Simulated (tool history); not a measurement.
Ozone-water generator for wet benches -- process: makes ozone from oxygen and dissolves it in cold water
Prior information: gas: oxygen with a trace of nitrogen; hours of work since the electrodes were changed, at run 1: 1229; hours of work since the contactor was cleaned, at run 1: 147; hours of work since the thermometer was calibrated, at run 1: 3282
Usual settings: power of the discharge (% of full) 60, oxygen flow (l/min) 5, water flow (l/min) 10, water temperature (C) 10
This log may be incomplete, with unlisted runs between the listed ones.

run   hour  power of the discharge (% of full)  oxygen flow (l/min)  water flow (l/min)  water temperature (C)  hours of work since the electrodes were changed  hours of work since the contactor was cleaned  hours of work since the thermometer was calibrated  dissolved ozone (ppm)  ozone in the gas ahead of the water (g/m3)
  1      0                                  60                    5                  10                     10                                             1229                                            147                                                3282                   24.8                                       187.6
  2     17                                  60                    5                  10                     10                                             1245                                            163                                                3298                   24.9                                       187.1
  3   40.1                                  60                    5                  10                     13                                             1267                                            185                                                3320                   23.5                                       189.1
  4   72.5                                  60                    5                  10                     13                                             1297                                            216                                                3351                   23.3                                       187.6
  5   94.7                                  60                    5                  10                     10                                             1318                                            237                                                3372                     25                                       187.4
  6  112.6                                  60                    5                   9                     10                                             1335                                            254                                                3389                   26.9                                       184.8
  7  135.2                                  60                    5                   9                     10                                             1357                                            275                                                3410                   26.6                                       185.3
  8  159.7                                  60                    5                   6                     10                                             1380                                            298                                                3433                     35                                         186
  9    176                                  60                    5                   6                     10                                             1395                                            314                                                3449                     35                                       185.3
 10  206.6                                  60                    5                  10                     10                                             1425                                            343                                                3478                   24.5                                       186.1
 11  229.3                                  60                    5                  10                     10                                             1446                                            364                                                3500                   24.4                                       185.8
 12  249.5                                  46                    5                  10                     10                                             1465                                            384                                                3519                   21.3                                       160.9
 13  277.5                                  46                    5                  10                     10                                             1492                                            410                                                3545                   21.5                                       161.5
 14  307.4                                  46                    5                  10                     10                                             1520                                            439                                                3574                   21.3                                       162.5
 15  330.3                                  46                    5                  10                     10                                             1542                                            460                                                3595                   21.1                                       162.8
 16  360.5                                  60                 5.96                  10                     10                                             1570                                            489                                                3624                   23.6                                       164.5
 17  380.6                                  60                 5.96                  10                     10                                             1590                                            508                                                3643                   23.5                                       165.4
 18  408.6                                  60                 5.96                  10                     10                                             1616                                            535                                                3670                   23.6                                       163.4
 19  424.8                                  59                    5                  11                     10                                             1632                                            550                                                3685                   22.5                                       183.5
 20  447.7                                  59                    5                  11                     10                                             1653                                            572                                                3707                   22.1                                       184.6
 21  467.5                                  59                 6.33                  10                     14                                             1672                                            590                                                3726                   21.1                                       157.9
 22  496.7                                  59                 6.33                  10                     14                                             1700                                            618                                                3753                   21.3                                       157.1
 23  523.2                                  68                 5.63                  13                      6                                             1725                                            643                                                3778                   21.8                                       181.7

Run 24 is up next; what results do you expect?
 24  548.6                                  60                    5                   6                     16                                             1749                                            667                                                3802                      ?                                           ?

Run 24 gave dissolved ozone (ppm) 30.2, ozone in the gas ahead of the water (g/m3) 184.
Without the tool's hidden state the same run would have given dissolved ozone (ppm) 33, ozone in the gas ahead of the water (g/m3) 196.

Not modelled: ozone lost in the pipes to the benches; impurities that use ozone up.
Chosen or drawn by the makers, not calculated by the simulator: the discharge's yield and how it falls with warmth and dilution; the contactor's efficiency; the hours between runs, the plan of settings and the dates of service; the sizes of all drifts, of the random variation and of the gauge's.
